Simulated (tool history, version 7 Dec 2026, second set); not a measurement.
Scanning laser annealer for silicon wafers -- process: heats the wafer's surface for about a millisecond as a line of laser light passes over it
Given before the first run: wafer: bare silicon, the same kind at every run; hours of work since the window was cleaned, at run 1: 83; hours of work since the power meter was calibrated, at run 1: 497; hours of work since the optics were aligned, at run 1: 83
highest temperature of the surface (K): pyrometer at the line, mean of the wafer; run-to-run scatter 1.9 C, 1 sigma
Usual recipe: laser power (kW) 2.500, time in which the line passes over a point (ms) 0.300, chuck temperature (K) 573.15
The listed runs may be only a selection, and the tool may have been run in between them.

run	day	laser power (kW)	time in which the line passes over a point (ms)	chuck temperature (K)	hours of work since the window was cleaned	hours of work since the power meter was calibrated	hours of work since the optics were aligned	highest temperature of the surface (K)
1	0.000	2.500	0.300	573.15	83	497	83	1402.15
2	0.658	2.500	0.300	573.15	94	508	94	1405.15
3	1.321	2.500	0.300	573.15	106	520	106	1404.15
4	2.000	2.500	0.300	573.15	118	532	118	1403.15
5	2.696	2.500	0.300	599.15	130	544	130	1427.15
6	3.238	2.500	0.300	599.15	140	554	140	1434.15
7	3.912	2.135	0.300	573.15	151	565	151	1269.15
8	4.650	2.135	0.300	573.15	164	578	164	1269.15
9	5.329	2.135	0.300	573.15	176	590	176	1267.15
10	6.050	2.135	0.300	573.15	189	603	189	1269.15
11	6.612	2.135	0.300	573.15	199	613	199	1271.15
12	6.954	2.135	0.300	573.15	205	619	205	1266.15
13	7.283	2.135	0.300	573.15	210	624	210	1270.15
14	7.621	2.164	0.300	573.15	216	630	216	1281.15
15	8.217	2.500	0.300	573.15	227	641	227	1404.15
16	8.900	2.500	0.300	573.15	239	653	239	1404.15
17	9.217	2.500	0.300	573.15	244	658	244	1406.15
18	9.892	2.500	0.300	573.15	256	670	256	1404.15
19	10.375	2.500	0.300	573.15	265	679	265	1402.15
20	10.833	2.134	0.300	573.15	273	687	273	1268.15
21	11.521	2.134	0.300	573.15	285	699	285	1268.15
22	11.917	2.134	0.224	565.15	292	706	292	1176.15
23	12.412	2.134	0.224	565.15	300	714	300	1175.15
24	12.967	2.134	0.296	565.15	310	724	310	1256.15
25	13.471	2.134	0.296	565.15	319	733	319	1258.15
26	13.804	2.440	0.306	547.15	325	739	325	1363.15
27	14.283	2.500	0.256	573.15	333	747	333	1347.15
28	14.642	2.500	0.256	550.15	339	753	339	1325.15
29	15.058	2.263	0.217	590.15	347	761	347	1234.15
30	15.833	2.550	0.300	602.15	360	774	360	1452.15
31	16.308	2.550	0.300	602.15	368	782	368	1453.15
32	17.033	2.550	0.300	602.15	381	795	381	1451.15
33	17.496	2.500	0.346	586.15	389	803	389	1473.15
34	18.088	2.274	0.375	613.15	400	814	400	1438.15
35	18.496	2.548	0.292	567.15	407	821	407	1405.15
36	19.221	2.453	0.340	592.15	419	833	419	1455.15
37	19.746	2.168	0.255	569.15	429	843	429	1225.15
38	20.233	2.288	0.312	563.15	437	851	437	1328.15
39	20.721	2.369	0.314	573.15	446	860	446	1372.15
40	21.221	2.500	0.286	569.15	454	869	454	1381.15
41	21.783	2.500	0.286	569.15	464	878	464	1384.15

What if the next run were any one of these 3? Each begins from the tool's condition after run 41:
A	22.488	2.706	0.372	569.15	477	891	477	?
B	22.488	2.500	0.283	573.15	477	891	477	?
C	22.488	2.594	0.213	577.15	477	891	477	?

run	highest temperature of the surface (K)
A	1568.15
B	1385.15
C	1323.15
What these runs would have given with no unlogged condition in the tool:
run	highest temperature of the surface (K)
A	1569.15
B	1386.15
C	1324.15
